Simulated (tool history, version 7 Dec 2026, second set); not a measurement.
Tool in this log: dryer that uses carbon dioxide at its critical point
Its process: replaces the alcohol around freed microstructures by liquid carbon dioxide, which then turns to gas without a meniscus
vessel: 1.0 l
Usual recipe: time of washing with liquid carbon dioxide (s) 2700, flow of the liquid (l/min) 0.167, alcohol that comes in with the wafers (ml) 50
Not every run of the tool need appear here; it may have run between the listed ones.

run	hour	time of washing with liquid carbon dioxide (s)	flow of the liquid (l/min)	alcohol that comes in with the wafers (ml)	alcohol left in the vessel before it's heated (ppm by volume)
1	0	2700	0.167	50	295
2	47.3	2400	0.167	50	514
3	70.5	2400	0.167	50	573
4	117.6	2400	0.167	50	618
5	149.7	1980	0.167	50	1352
6	175.8	2700	0.167	69	594
# hour 225.6: inlet filter changed
7	227.5	3180	0.167	50	214
8	262.5	3180	0.167	50	244
9	301.5	3180	0.167	50	263
10	330.8	3180	0.167	50	277
11	368.4	3180	0.167	50	314
12	420.2	3180	0.167	50	331
# hour 454: inlet filter changed
13	475.5	3180	0.167	50	288
14	531.5	3180	0.167	50	307
15	554.6	2820	0.167	32	369
16	602.2	2400	0.112	32	1821
17	656.4	2700	0.195	22	312
# hour 680.6: inlet filter changed
18	696.6	2700	0.139	50	816
# hour 715: purifier's bed changed
19	726.8	2580	0.189	99	328
20	750.9	2700	0.19	54	152
21	803.5	3660	0.127	20	131
22	858.7	3660	0.127	20	172
# hour 912: inlet filter changed
23	912	3840	0.224	20	68
24	967.5	3840	0.224	20	80
25	1011.4	3840	0.224	20	86
26	1061.4	3840	0.19	52	115

Each row is a separate what-if for the run after 26, all from the same tool condition, not one after another. Results?
A	1084.3	2700	0.177	32	?
B	1084.3	2400	0.167	111	?
C	1084.3	2880	0.167	36	?

run	alcohol left in the vessel before it's heated (ppm by volume)
A	273
B	1474
C	292
Without the tool's unlogged condition, the same runs would have read:
run	alcohol left in the vessel before it's heated (ppm by volume)
A	105
B	878
C	113
